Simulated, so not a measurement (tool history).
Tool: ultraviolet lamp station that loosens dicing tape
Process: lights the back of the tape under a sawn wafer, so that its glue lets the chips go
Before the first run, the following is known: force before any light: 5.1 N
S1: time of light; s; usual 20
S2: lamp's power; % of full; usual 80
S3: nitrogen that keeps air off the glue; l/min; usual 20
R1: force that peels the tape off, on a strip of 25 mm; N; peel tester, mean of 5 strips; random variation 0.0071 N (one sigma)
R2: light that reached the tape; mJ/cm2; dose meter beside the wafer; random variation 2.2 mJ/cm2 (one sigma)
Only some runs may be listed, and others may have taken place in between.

run 1 day=0 | S1=20 S2=80 S3=20 | R1=0.308 R2=183
run 2 day=0.438 | S1=32 S2=80 S3=20 | R1=0.175 R2=287
run 3 day=1.079 | S1=32 S2=80 S3=20 | R1=0.167 R2=288
run 4 day=1.375 | S1=20 S2=80 S3=20 | R1=0.311 R2=178
run 5 day=1.704 | S1=20 S2=80 S3=20 | R1=0.303 R2=177
run 6 day=2.112 | S1=20 S2=80 S3=20 | R1=0.32 R2=174
run 7 day=2.704 | S1=36 S2=80 S3=20 | R1=0.166 R2=318
run 8 day=3.325 | S1=36 S2=80 S3=20 | R1=0.169 R2=317
run 9 day=3.708 | S1=39 S2=80 S3=20 | R1=0.162 R2=337
run 10 day=4.1 | S1=39 S2=80 S3=20 | R1=0.161 R2=340
run 11 day=4.738 | S1=39 S2=80 S3=20 | R1=0.163 R2=334
run 12 day=5.254 | S1=39 S2=80 S3=20 | R1=0.156 R2=331
run 13 day=5.704 | S1=20 S2=80 S3=20 | R1=0.323 R2=174
run 14 day=6.054 | S1=20 S2=80 S3=20 | R1=0.344 R2=167
run 15 day=6.562 | S1=20 S2=98 S3=20 | R1=0.241 R2=209
run 16 day=7.112 | S1=20 S2=87 S3=20 | R1=0.295 R2=183
run 17 day=7.412 | S1=20 S2=87 S3=20 | R1=0.291 R2=181
run 18 day=7.729 | S1=20 S2=87 S3=20 | R1=0.306 R2=178
run 19 day=8.083 | S1=20 S2=100 S3=20 | R1=0.228 R2=205
run 20 day=8.604 | S1=20 S2=80 S3=20 | R1=0.342 R2=167
run 21 day=9.233 | S1=20 S2=80 S3=33 | R1=0.314 R2=163
run 22 day=9.654 | S1=20 S2=87 S3=20 | R1=0.312 R2=181
run 23 day=10.25 | S1=20 S2=68 S3=13 | R1=0.595 R2=136
run 24 day=10.775 | S1=14 S2=64 S3=35 | R1=0.875 R2=89
run 25 day=11.142 | S1=14 S2=64 S3=35 | R1=0.874 R2=91
run 26 day=11.429 | S1=11 S2=81 S3=15 | R1=1.142 R2=88
-- day=11.621 window cleaned of glue's vapour
run 27 day=12.117 | S1=19 S2=81 S3=13 | R1=0.414 R2=163
run 28 day=12.621 | S1=19 S2=81 S3=13 | R1=0.425 R2=164
run 29 day=12.979 | S1=18 S2=66 S3=18 | R1=0.594 R2=128
run 30 day=13.408 | S1=31 S2=80 S3=26 | R1=0.186 R2=260
run 31 day=14.021 | S1=31 S2=80 S3=26 | R1=0.179 R2=260
run 32 day=14.608 | S1=22 S2=93 S3=14 | R1=0.256 R2=214
run 33 day=15.2 | S1=10 S2=65 S3=20 | R1=1.488 R2=68
run 34 day=15.821 | S1=11 S2=96 S3=11 | R1=0.958 R2=110
run 35 day=16.267 | S1=35 S2=70 S3=33 | R1=0.177 R2=252
run 36 day=16.683 | S1=35 S2=70 S3=19 | R1=0.202 R2=251
run 37 day=17.329 | S1=35 S2=70 S3=19 | R1=0.178 R2=247
run 38 day=17.988 | S1=20 S2=80 S3=12 | R1=0.472 R2=161
run 39 day=18.642 | S1=20 S2=80 S3=20 | R1=0.367 R2=157
run 40 day=19.067 | S1=11 S2=73 S3=26 | R1=1.138 R2=82
run 41 day=19.712 | S1=24 S2=80 S3=7 | R1=0.459 R2=188
run 42 day=20.05 | S1=21 S2=79 S3=9 | R1=0.528 R2=163

Below are 4 alternative next runs, each starting from the tool's condition after run 42. Predict each:
run A day=20.525 | S1=17 S2=92 S3=20 | R1=? R2=?
run B day=20.525 | S1=38 S2=85 S3=10 | R1=? R2=?
run C day=20.525 | S1=18 S2=62 S3=23 | R1=? R2=?
run D day=20.525 | S1=19 S2=95 S3=28 | R1=? R2=?

run=A R1=0.416 R2=153
run=B R1=0.174 R2=320
run=C R1=0.7 R2=108
run=D R1=0.282 R2=177
With no hidden state in the tool, these same runs would have given:
run=A R1=0.265 R2=198
run=B R1=0.151 R2=412
run=C R1=0.441 R2=139
run=D R1=0.197 R2=229

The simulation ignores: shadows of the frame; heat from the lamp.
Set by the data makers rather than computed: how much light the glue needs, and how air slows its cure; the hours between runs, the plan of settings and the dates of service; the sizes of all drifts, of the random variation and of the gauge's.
